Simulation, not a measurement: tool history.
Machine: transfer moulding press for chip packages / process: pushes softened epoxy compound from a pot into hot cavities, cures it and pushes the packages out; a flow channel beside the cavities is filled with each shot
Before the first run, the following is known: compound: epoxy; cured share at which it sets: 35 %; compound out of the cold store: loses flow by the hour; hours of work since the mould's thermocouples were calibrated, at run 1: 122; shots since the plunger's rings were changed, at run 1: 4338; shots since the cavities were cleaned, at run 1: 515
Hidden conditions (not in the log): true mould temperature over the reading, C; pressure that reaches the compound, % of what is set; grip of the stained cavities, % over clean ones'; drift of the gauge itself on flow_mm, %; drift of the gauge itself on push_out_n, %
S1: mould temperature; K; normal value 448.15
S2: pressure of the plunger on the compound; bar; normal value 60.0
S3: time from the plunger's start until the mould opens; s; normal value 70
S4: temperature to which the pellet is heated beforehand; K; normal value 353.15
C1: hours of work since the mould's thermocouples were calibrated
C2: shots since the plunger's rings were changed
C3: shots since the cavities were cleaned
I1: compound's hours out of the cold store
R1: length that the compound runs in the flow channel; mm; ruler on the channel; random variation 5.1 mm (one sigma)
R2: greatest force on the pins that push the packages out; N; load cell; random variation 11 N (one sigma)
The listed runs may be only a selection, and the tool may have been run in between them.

run 1 day=0.000 | S1=448.15 S2=60.0 S3=70 S4=353.15 | C1=122 C2=4338 C3=515 | I1=12.2 | R1=602 R2=549
run 2 day=0.879 | S1=448.15 S2=60.0 S3=70 S4=353.15 | C1=131 C2=4556 C3=733 | I1=18.8 | R1=589 R2=566
run 3 day=1.292 | S1=448.15 S2=60.0 S3=70 S4=353.15 | C1=136 C2=4658 C3=835 | I1=32.4 | R1=547 R2=553
run 4 day=1.754 | S1=448.15 S2=60.0 S3=79 S4=353.15 | C1=141 C2=4772 C3=949 | I1=46.1 | R1=509 R2=409
-- day=1.942 cavities cleaned with cleaning compound and waxed
run 5 day=2.546 | S1=448.15 S2=60.0 S3=79 S4=353.15 | C1=149 C2=4953 C3=150 | I1=32.7 | R1=544 R2=446
run 6 day=3.029 | S1=448.15 S2=60.0 S3=70 S4=353.15 | C1=154 C2=5073 C3=270 | I1=29.8 | R1=544 R2=539
run 7 day=3.479 | S1=448.15 S2=60.0 S3=70 S4=362.15 | C1=159 C2=5184 C3=381 | I1=16.5 | R1=588 R2=531
run 8 day=4.104 | S1=448.15 S2=60.0 S3=70 S4=362.15 | C1=166 C2=5340 C3=537 | I1=27.3 | R1=552 R2=541
run 9 day=4.888 | S1=448.15 S2=60.0 S3=70 S4=362.15 | C1=174 C2=5533 C3=730 | I1=41.4 | R1=518 R2=524
run 10 day=5.675 | S1=448.15 S2=60.0 S3=70 S4=346.15 | C1=183 C2=5729 C3=926 | I1=13.0 | R1=597 R2=581
-- day=5.967 cavities cleaned with cleaning compound and waxed
run 11 day=6.483 | S1=448.15 S2=60.0 S3=61 S4=353.15 | C1=191 C2=5913 C3=128 | I1=37.8 | R1=533 R2=696
-- day=7.175 plunger's sealing rings changed
run 12 day=7.329 | S1=448.15 S2=60.0 S3=70 S4=353.15 | C1=199 C2=38 C3=312 | I1=15.7 | R1=591 R2=549
run 13 day=7.800 | S1=448.15 S2=60.0 S3=70 S4=353.15 | C1=204 C2=155 C3=429 | I1=36.2 | R1=546 R2=519
run 14 day=8.679 | S1=448.15 S2=60.0 S3=70 S4=353.15 | C1=214 C2=373 C3=647 | I1=38.7 | R1=530 R2=518
run 15 day=9.275 | S1=448.15 S2=73.3 S3=87 S4=353.15 | C1=220 C2=520 C3=794 | I1=43.8 | R1=570 R2=393
run 16 day=9.733 | S1=450.15 S2=63.6 S3=65 S4=350.15 | C1=225 C2=633 C3=907 | I1=21.7 | R1=589 R2=573
-- day=10.071 cavities cleaned with cleaning compound and waxed
run 17 day=10.583 | S1=450.15 S2=63.6 S3=65 S4=350.15 | C1=234 C2=829 C3=127 | I1=11.2 | R1=623 R2=576
run 18 day=11.129 | S1=450.15 S2=63.6 S3=65 S4=350.15 | C1=240 C2=964 C3=262 | I1=38.1 | R1=539 R2=557
run 19 day=11.821 | S1=448.15 S2=46.2 S3=71 S4=353.15 | C1=247 C2=1135 C3=433 | I1=30.1 | R1=485 R2=518
run 20 day=12.375 | S1=448.15 S2=46.2 S3=71 S4=353.15 | C1=253 C2=1273 C3=571 | I1=8.6 | R1=544 R2=551
run 21 day=12.954 | S1=448.15 S2=46.2 S3=71 S4=353.15 | C1=260 C2=1416 C3=714 | I1=21.8 | R1=504 R2=534

For run 22, what comes out?
run 22 day=13.504 | S1=448.15 S2=46.2 S3=71 S4=353.15 | C1=266 C2=1552 C3=850 | I1=24.7 | R1=? R2=?

{"run 22": {"R1": 494, "R2": 513}}
Minus the tool's unlogged condition, the same run would have read R1 495 mm, R2 505 N.
